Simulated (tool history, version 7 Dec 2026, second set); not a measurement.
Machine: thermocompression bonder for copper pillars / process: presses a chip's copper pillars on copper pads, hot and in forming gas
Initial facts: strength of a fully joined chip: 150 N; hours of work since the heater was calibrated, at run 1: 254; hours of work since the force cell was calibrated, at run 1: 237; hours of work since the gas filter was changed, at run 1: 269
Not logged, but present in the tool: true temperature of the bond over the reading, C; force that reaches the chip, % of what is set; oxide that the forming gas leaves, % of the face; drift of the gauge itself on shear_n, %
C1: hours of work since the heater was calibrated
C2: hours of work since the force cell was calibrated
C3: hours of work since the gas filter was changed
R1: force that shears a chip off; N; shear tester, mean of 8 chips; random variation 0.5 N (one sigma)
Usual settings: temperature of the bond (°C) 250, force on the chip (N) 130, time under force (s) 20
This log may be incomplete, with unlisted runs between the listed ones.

run 1 hour=0 | temperature_of_the_bond_(°C)=250 force_on_the_chip_(N)=130 time_under_force_(s)=20 | C1=254 C2=237 C3=269 | R1=55.6
run 2 hour=7.4 | temperature_of_the_bond_(°C)=250 force_on_the_chip_(N)=130 time_under_force_(s)=25 | C1=258 C2=241 C3=273 | R1=59.9
run 3 hour=19.1 | temperature_of_the_bond_(°C)=250 force_on_the_chip_(N)=130 time_under_force_(s)=25 | C1=264 C2=247 C3=279 | R1=60.5
run 4 hour=28.3 | temperature_of_the_bond_(°C)=250 force_on_the_chip_(N)=195 time_under_force_(s)=25 | C1=269 C2=252 C3=284 | R1=76.7
run 5 hour=39.1 | temperature_of_the_bond_(°C)=250 force_on_the_chip_(N)=130 time_under_force_(s)=20 | C1=274 C2=257 C3=289 | R1=55
run 6 hour=44.8 | temperature_of_the_bond_(°C)=250 force_on_the_chip_(N)=130 time_under_force_(s)=20 | C1=277 C2=260 C3=292 | R1=54.8
run 7 hour=55.3 | temperature_of_the_bond_(°C)=250 force_on_the_chip_(N)=130 time_under_force_(s)=20 | C1=283 C2=266 C3=298 | R1=55.2
run 8 hour=62 | temperature_of_the_bond_(°C)=250 force_on_the_chip_(N)=130 time_under_force_(s)=20 | C1=286 C2=269 C3=301 | R1=55.3
run 9 hour=73.1 | temperature_of_the_bond_(°C)=250 force_on_the_chip_(N)=130 time_under_force_(s)=20 | C1=292 C2=275 C3=307 | R1=55.8
run 10 hour=82.3 | temperature_of_the_bond_(°C)=250 force_on_the_chip_(N)=130 time_under_force_(s)=20 | C1=296 C2=279 C3=312 | R1=55.3
run 11 hour=91.7 | temperature_of_the_bond_(°C)=250 force_on_the_chip_(N)=130 time_under_force_(s)=20 | C1=301 C2=284 C3=316 | R1=55.8
run 12 hour=100.3 | temperature_of_the_bond_(°C)=250 force_on_the_chip_(N)=130 time_under_force_(s)=20 | C1=306 C2=289 C3=321 | R1=56.3
run 13 hour=106.8 | temperature_of_the_bond_(°C)=250 force_on_the_chip_(N)=130 time_under_force_(s)=20 | C1=309 C2=292 C3=324 | R1=55.3
run 14 hour=115.3 | temperature_of_the_bond_(°C)=250 force_on_the_chip_(N)=130 time_under_force_(s)=20 | C1=313 C2=296 C3=328 | R1=55.2
run 15 hour=126.6 | temperature_of_the_bond_(°C)=270 force_on_the_chip_(N)=130 time_under_force_(s)=20 | C1=319 C2=302 C3=334 | R1=76.6
run 16 hour=132.2 | temperature_of_the_bond_(°C)=270 force_on_the_chip_(N)=192 time_under_force_(s)=20 | C1=322 C2=305 C3=337 | R1=93
run 17 hour=137.6 | temperature_of_the_bond_(°C)=239 force_on_the_chip_(N)=101 time_under_force_(s)=28 | C1=325 C2=308 C3=340 | R1=43.3
-- hour=142.5 forming gas filter changed
run 18 hour=148.1 | temperature_of_the_bond_(°C)=239 force_on_the_chip_(N)=101 time_under_force_(s)=28 | C1=330 C2=313 C3=3 | R1=45.1
-- hour=150.2 force cell calibrated
run 19 hour=159.1 | temperature_of_the_bond_(°C)=222 force_on_the_chip_(N)=124 time_under_force_(s)=18 | C1=335 C2=5 C3=8 | R1=30.8
run 20 hour=168.7 | temperature_of_the_bond_(°C)=273 force_on_the_chip_(N)=160 time_under_force_(s)=10 | C1=340 C2=10 C3=13 | R1=75.5
run 21 hour=175.3 | temperature_of_the_bond_(°C)=273 force_on_the_chip_(N)=160 time_under_force_(s)=10 | C1=343 C2=13 C3=16 | R1=74.7
run 22 hour=183.5 | temperature_of_the_bond_(°C)=266 force_on_the_chip_(N)=116 time_under_force_(s)=10 | C1=347 C2=17 C3=20 | R1=54.5
run 23 hour=194.2 | temperature_of_the_bond_(°C)=250 force_on_the_chip_(N)=148 time_under_force_(s)=27 | C1=353 C2=23 C3=26 | R1=70.8
run 24 hour=199.5 | temperature_of_the_bond_(°C)=250 force_on_the_chip_(N)=148 time_under_force_(s)=27 | C1=356 C2=25 C3=28 | R1=69
-- hour=205 force cell calibrated, once more
run 25 hour=208.5 | temperature_of_the_bond_(°C)=250 force_on_the_chip_(N)=130 time_under_force_(s)=39 | C1=359 C2=2 C3=32 | R1=74.7
run 26 hour=217.7 | temperature_of_the_bond_(°C)=250 force_on_the_chip_(N)=132 time_under_force_(s)=20 | C1=364 C2=6 C3=37 | R1=58.8
run 27 hour=227.8 | temperature_of_the_bond_(°C)=250 force_on_the_chip_(N)=130 time_under_force_(s)=37 | C1=369 C2=12 C3=42 | R1=72.2
run 28 hour=237.6 | temperature_of_the_bond_(°C)=250 force_on_the_chip_(N)=130 time_under_force_(s)=37 | C1=374 C2=17 C3=47 | R1=71.8
run 29 hour=246.4 | temperature_of_the_bond_(°C)=250 force_on_the_chip_(N)=130 time_under_force_(s)=22 | C1=379 C2=21 C3=52 | R1=60.1
run 30 hour=257.9 | temperature_of_the_bond_(°C)=250 force_on_the_chip_(N)=90 time_under_force_(s)=20 | C1=385 C2=27 C3=58 | R1=44.8
run 31 hour=268 | temperature_of_the_bond_(°C)=271 force_on_the_chip_(N)=103 time_under_force_(s)=14 | C1=390 C2=32 C3=63 | R1=61.9

4 options for the next run, each taken on its own from the tool as it stands now. Forecast them:
run A hour=277.7 | temperature_of_the_bond_(°C)=259 force_on_the_chip_(N)=130 time_under_force_(s)=20 | C1=395 C2=37 C3=68 | R1=?
run B hour=277.7 | temperature_of_the_bond_(°C)=254 force_on_the_chip_(N)=90 time_under_force_(s)=20 | C1=395 C2=37 C3=68 | R1=?
run C hour=277.7 | temperature_of_the_bond_(°C)=271 force_on_the_chip_(N)=82 time_under_force_(s)=14 | C1=395 C2=37 C3=68 | R1=?
run D hour=277.7 | temperature_of_the_bond_(°C)=273 force_on_the_chip_(N)=113 time_under_force_(s)=21 | C1=395 C2=37 C3=68 | R1=?

run=A R1=67.5
run=B R1=48.8
run=C R1=53
run=D R1=77.6
The same runs, with their run-to-run variation unchanged, on a tool lacking any hidden condition would have given:
run=A R1=66.3
run=B R1=47.8
run=C R1=52
run=D R1=76.5
